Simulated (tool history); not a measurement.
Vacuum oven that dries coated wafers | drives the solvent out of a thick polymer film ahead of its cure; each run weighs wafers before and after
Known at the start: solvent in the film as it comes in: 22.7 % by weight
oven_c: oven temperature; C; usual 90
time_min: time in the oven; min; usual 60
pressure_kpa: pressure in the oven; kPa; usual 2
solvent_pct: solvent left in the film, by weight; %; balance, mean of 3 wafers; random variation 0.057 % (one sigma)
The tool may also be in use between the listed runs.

run,hour,oven_c,time_min,pressure_kpa,solvent_pct
1,0,90,60,2,3.69
2,48.7,90,60,2,3.62
3,125.4,90,60,2,3.6
# hour 202.2: oven's thermocouples calibrated
4,213.1,90,60,2,3.41
5,270.1,90,60,3.99,5.39
6,369.3,90,60,2,3.34
# hour 403.5: vacuum gauge cleaned of residue and calibrated
7,437.7,77,60,2,7.65
8,527.3,90,60,5.47,6.45
9,578.3,90,91,5.47,6.12
10,658.8,103,50,3.67,2.58
11,735.7,93,37,3.89,5.27
12,794.4,93,37,3.89,5.1
13,880,85,36,7.99,13.23
14,929.1,101,45,1.34,1.15
15,1012.5,85,31,6.83,12.73
16,1056.7,103,73,2,1.47
17,1160.2,90,32,1.73,5.13
18,1220.6,90,32,1.73,5.34

3 ways to go on from here, each from the tool as it stands after run 18. What would each give?
# hour 1228.3: oven's thermocouples calibrated
A,1325.6,104,60,1.15,?
# hour 1228.3: oven's thermocouples calibrated
B,1325.6,79,88,7.95,?
# hour 1228.3: oven's thermocouples calibrated
C,1325.6,90,60,4.69,?

run,solvent_pct
A,0.95
B,14.48
C,5.89
Without the tool's hidden state the same runs would have given:
run,solvent_pct
A,0.84
B,14.04
C,5.64
